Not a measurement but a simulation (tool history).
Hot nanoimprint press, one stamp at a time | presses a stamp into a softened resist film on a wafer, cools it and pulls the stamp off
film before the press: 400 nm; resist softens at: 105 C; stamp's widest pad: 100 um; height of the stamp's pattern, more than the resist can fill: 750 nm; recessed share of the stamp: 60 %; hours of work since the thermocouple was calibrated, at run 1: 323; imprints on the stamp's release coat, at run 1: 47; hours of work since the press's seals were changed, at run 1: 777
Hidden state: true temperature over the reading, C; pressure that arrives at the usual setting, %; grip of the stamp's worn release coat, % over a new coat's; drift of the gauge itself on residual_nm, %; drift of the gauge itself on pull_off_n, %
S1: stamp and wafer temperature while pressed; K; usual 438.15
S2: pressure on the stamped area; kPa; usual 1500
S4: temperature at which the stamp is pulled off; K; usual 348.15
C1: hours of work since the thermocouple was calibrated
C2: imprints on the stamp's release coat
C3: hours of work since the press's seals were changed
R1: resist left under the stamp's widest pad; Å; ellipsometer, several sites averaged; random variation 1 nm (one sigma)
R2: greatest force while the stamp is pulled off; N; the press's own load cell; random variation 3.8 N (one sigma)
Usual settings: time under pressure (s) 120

run 1 hour=0.0 | S1=438.15 S2=1500 time_under_pressure_(s)=120 S4=348.15 | C1=323 C2=47 C3=777 | R1=1450 R2=182
run 2 hour=52.7 | S1=436.15 S2=1500 time_under_pressure_(s)=120 S4=348.15 | C1=357 C2=240 C3=811 | R1=1646 R2=191
-- hour=75.4 press's hydraulic seals changed and the load cell set to zero
run 3 hour=90.9 | S1=436.15 S2=1500 time_under_pressure_(s)=120 S4=348.15 | C1=376 C2=351 C3=10 | R1=1618 R2=195
run 4 hour=124.9 | S1=436.15 S2=1500 time_under_pressure_(s)=120 S4=348.15 | C1=398 C2=476 C3=32 | R1=1587 R2=195
run 5 hour=172.3 | S1=438.15 S2=1500 time_under_pressure_(s)=120 S4=352.15 | C1=429 C2=650 C3=63 | R1=1397 R2=185
-- hour=220.3 stamp cleaned and given a new release coat
run 6 hour=228.5 | S1=438.15 S2=1500 time_under_pressure_(s)=120 S4=348.15 | C1=461 C2=31 C3=95 | R1=1388 R2=183
run 7 hour=257.8 | S1=438.15 S2=1500 time_under_pressure_(s)=89 S4=348.15 | C1=480 C2=138 C3=114 | R1=1573 R2=189
run 8 hour=303.1 | S1=438.15 S2=1500 time_under_pressure_(s)=120 S4=348.15 | C1=509 C2=304 C3=143 | R1=1387 R2=195
-- hour=327.3 plate thermocouple calibrated
run 9 hour=333.3 | S1=438.15 S2=1500 time_under_pressure_(s)=120 S4=348.15 | C1=4 C2=404 C3=161 | R1=1487 R2=195
run 10 hour=360.7 | S1=428.15 S2=1500 time_under_pressure_(s)=120 S4=348.15 | C1=22 C2=505 C3=178 | R1=2675 R2=204
run 11 hour=401.2 | S1=438.15 S2=1500 time_under_pressure_(s)=120 S4=348.15 | C1=48 C2=653 C3=204 | R1=1457 R2=206
run 12 hour=426.3 | S1=444.15 S2=1500 time_under_pressure_(s)=120 S4=348.15 | C1=64 C2=746 C3=221 | R1=1002 R2=204
-- hour=447.8 stamp cleaned and given a new release coat
run 13 hour=480.1 | S1=444.15 S2=1500 time_under_pressure_(s)=120 S4=348.15 | C1=95 C2=119 C3=251 | R1=1003 R2=184
run 14 hour=529.5 | S1=438.15 S2=1500 time_under_pressure_(s)=120 S4=348.15 | C1=127 C2=301 C3=283 | R1=1446 R2=192
run 15 hour=582.5 | S1=434.15 S2=1500 time_under_pressure_(s)=120 S4=348.15 | C1=161 C2=495 C3=317 | R1=1861 R2=195
run 16 hour=635.3 | S1=438.15 S2=1940 time_under_pressure_(s)=120 S4=348.15 | C1=195 C2=689 C3=351 | R1=1293 R2=197
-- hour=673.8 stamp cleaned and given a new release coat
run 17 hour=694.6 | S1=438.15 S2=1500 time_under_pressure_(s)=109 S4=340.15 | C1=229 C2=77 C3=386 | R1=1493 R2=199
run 18 hour=740.0 | S1=438.15 S2=1500 time_under_pressure_(s)=109 S4=340.15 | C1=258 C2=243 C3=415 | R1=1522 R2=213
run 19 hour=771.8 | S1=438.15 S2=1500 time_under_pressure_(s)=109 S4=340.15 | C1=279 C2=360 C3=436 | R1=1501 R2=212
run 20 hour=826.6 | S1=426.15 S2=1670 time_under_pressure_(s)=93 S4=347.15 | C1=314 C2=561 C3=471 | R1=2957 R2=199
run 21 hour=887.6 | S1=438.15 S2=1280 time_under_pressure_(s)=240 S4=348.15 | C1=354 C2=785 C3=510 | R1=1165 R2=199
-- hour=896.7 stamp cleaned and given a new release coat
run 22 hour=940.4 | S1=445.15 S2=1450 time_under_pressure_(s)=222 S4=334.15 | C1=384 C2=160 C3=541 | R1=711 R2=221
run 23 hour=969.0 | S1=446.15 S2=1930 time_under_pressure_(s)=120 S4=348.15 | C1=402 C2=265 C3=559 | R1=751 R2=181
run 24 hour=999.0 | S1=449.15 S2=1500 time_under_pressure_(s)=170 S4=348.15 | C1=422 C2=375 C3=578 | R1=618 R2=193
run 25 hour=1038.1 | S1=438.15 S2=1500 time_under_pressure_(s)=231 S4=348.15 | C1=447 C2=519 C3=604 | R1=1075 R2=192
run 26 hour=1098.0 | S1=447.15 S2=1500 time_under_pressure_(s)=67 S4=348.15 | C1=485 C2=739 C3=642 | R1=1033 R2=202
-- hour=1120.5 stamp cleaned and given a new release coat
run 27 hour=1133.4 | S1=447.15 S2=1500 time_under_pressure_(s)=67 S4=348.15 | C1=504 C2=48 C3=661 | R1=1026 R2=173
-- hour=1164.1 plate thermocouple calibrated
run 28 hour=1186.0 | S1=439.15 S2=1110 time_under_pressure_(s)=200 S4=348.15 | C1=14 C2=230 C3=693 | R1=1294 R2=185
run 29 hour=1226.9 | S1=439.15 S2=1110 time_under_pressure_(s)=200 S4=348.15 | C1=41 C2=380 C3=720 | R1=1303 R2=191

Forecast each of these 5 alternatives for the next run:
run A hour=1267.5 | S1=426.15 S2=1150 time_under_pressure_(s)=120 S4=348.15 | C1=67 C2=529 C3=746 | R1=? R2=?
run B hour=1267.5 | S1=426.15 S2=1110 time_under_pressure_(s)=212 S4=348.15 | C1=67 C2=529 C3=746 | R1=? R2=?
run C hour=1267.5 | S1=439.15 S2=940 time_under_pressure_(s)=214 S4=345.15 | C1=67 C2=529 C3=746 | R1=? R2=?
run D hour=1267.5 | S1=438.15 S2=2040 time_under_pressure_(s)=196 S4=348.15 | C1=67 C2=529 C3=746 | R1=? R2=?
run E hour=1267.5 | S1=439.15 S2=1110 time_under_pressure_(s)=200 S4=344.15 | C1=67 C2=529 C3=746 | R1=? R2=?

run=A R1=3145 R2=188
run=B R1=2775 R2=189
run=C R1=1341 R2=210
run=D R1=1043 R2=197
run=E R1=1295 R2=208
Without the tool's hidden state the same runs would have given:
run=A R1=3149 R2=175
run=B R1=2780 R2=176
run=C R1=1344 R2=195
run=D R1=1026 R2=183
run=E R1=1295 R2=193

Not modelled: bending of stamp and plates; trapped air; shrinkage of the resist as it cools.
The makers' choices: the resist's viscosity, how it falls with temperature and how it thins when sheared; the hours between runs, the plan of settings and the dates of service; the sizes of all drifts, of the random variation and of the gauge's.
